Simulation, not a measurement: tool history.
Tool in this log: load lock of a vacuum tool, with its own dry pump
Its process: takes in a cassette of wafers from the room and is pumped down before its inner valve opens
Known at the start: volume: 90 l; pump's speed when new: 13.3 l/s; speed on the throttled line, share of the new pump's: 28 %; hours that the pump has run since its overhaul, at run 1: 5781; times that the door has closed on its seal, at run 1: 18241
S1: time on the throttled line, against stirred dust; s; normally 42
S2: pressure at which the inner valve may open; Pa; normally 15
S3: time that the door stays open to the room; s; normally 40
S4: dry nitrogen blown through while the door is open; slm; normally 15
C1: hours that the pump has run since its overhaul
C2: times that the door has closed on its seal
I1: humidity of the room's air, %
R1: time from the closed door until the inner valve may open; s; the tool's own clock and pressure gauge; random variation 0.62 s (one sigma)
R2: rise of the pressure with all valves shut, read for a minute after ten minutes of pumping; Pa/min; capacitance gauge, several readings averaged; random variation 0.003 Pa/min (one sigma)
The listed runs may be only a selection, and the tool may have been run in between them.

run	hour	S1	S2	S3	S4	C1	C2	I1	R1	R2
1	0.0	42	15	40	15	5781	18241	44.3	93.8	0.158
2	261.6	42	15	40	15	6043	19067	44.2	92.7	0.165
3	417.8	42	15	40	15	6199	19560	39.7	92.8	0.162
4	649.4	42	15	40	15	6431	20290	48.3	93.8	0.190
5	922.4	42	15	40	15	6704	21152	45.2	93.8	0.188
6	1159.5	42	15	40	15	6941	21900	43.9	94.8	0.204
7	1460.5	25	15	40	15	7242	22850	44.0	82.4	0.217
8	1606.4	25	15	40	15	7388	23310	42.9	83.2	0.224
9	1892.7	25	15	40	15	7674	24213	46.1	82.3	0.239

What does the tool deliver on the next run?
10	2150.6	42	11	133	15	7932	25027	43.0	?	?

{"run 10": {"R1": 98.3, "R2": 0.264}}
If the tool had no hidden condition, the same run with the same run-to-run variation would have returned R1 93.0 s, R2 0.030 Pa/min.
